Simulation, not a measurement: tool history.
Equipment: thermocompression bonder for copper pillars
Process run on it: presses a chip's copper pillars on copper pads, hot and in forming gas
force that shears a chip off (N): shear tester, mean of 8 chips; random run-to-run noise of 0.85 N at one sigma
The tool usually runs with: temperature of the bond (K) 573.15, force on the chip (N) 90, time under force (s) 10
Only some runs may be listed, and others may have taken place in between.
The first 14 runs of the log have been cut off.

run,day,temperature of the bond (K),force on the chip (N),time under force (s),hours of work since the heater was calibrated,hours of work since the force cell was calibrated,hours of work since the gas filter was changed,force that shears a chip off (N)
15,5.792,555.15,102,10,220,585,49,65
16,6.167,573.15,90,10,224,590,53,67.2
17,6.45,573.15,90,10,228,593,56,69.9
18,6.817,573.15,90,10,232,597,60,68.1
19,7.208,545.15,90,10,237,602,65,49.5
20,7.662,573.15,90,19,242,607,70,78.5
21,8.075,596.15,112,19,247,612,75,94.1
22,8.433,596.15,112,19,251,616,79,96.2
23,8.946,573.15,65,26,257,622,85,67.7
24,9.325,573.15,56,6,261,626,89,34.5
25,9.654,573.15,122,10,265,630,93,83
26,10.142,573.15,122,10,271,636,99,82.5
# day 10.267: heater calibrated with a thermocouple chip
27,10.667,601.15,108,22,5,641,104,95.2
28,11.167,573.15,111,27,10,647,110,88.4
29,11.554,563.15,56,12,15,651,114,39.2
30,12.088,563.15,56,12,21,657,120,39.4
# day 12.442: forming gas filter changed
31,12.521,582.15,83,11,26,662,1,73.4
32,12.867,582.15,72,11,30,666,5,64.4
33,13.346,582.15,108,11,35,672,10,87.9
# day 13.542: heater calibrated with a thermocouple chip, once more
34,13.708,555.15,114,30,2,675,14,89.6
35,14.317,555.15,114,30,9,682,21,88.9
36,14.821,588.15,78,10,15,688,27,71.7
37,15.279,585.15,106,10,20,693,32,85.6
38,15.679,594.15,56,10,25,698,37,56.1
39,16.217,594.15,56,10,31,704,43,55.4

What if the next run were any one of these 3? Each begins from the tool's condition after run 39:
A,16.808,561.15,89,22,38,711,50,?
B,16.808,559.15,90,19,38,711,50,?
C,16.808,594.15,92,18,38,711,50,?

run,force that shears a chip off (N)
A,75
B,71.7
C,90.5
What these runs would have given with no unlogged condition in the tool:
run,force that shears a chip off (N)
A,75.2
B,71.8
C,91.5
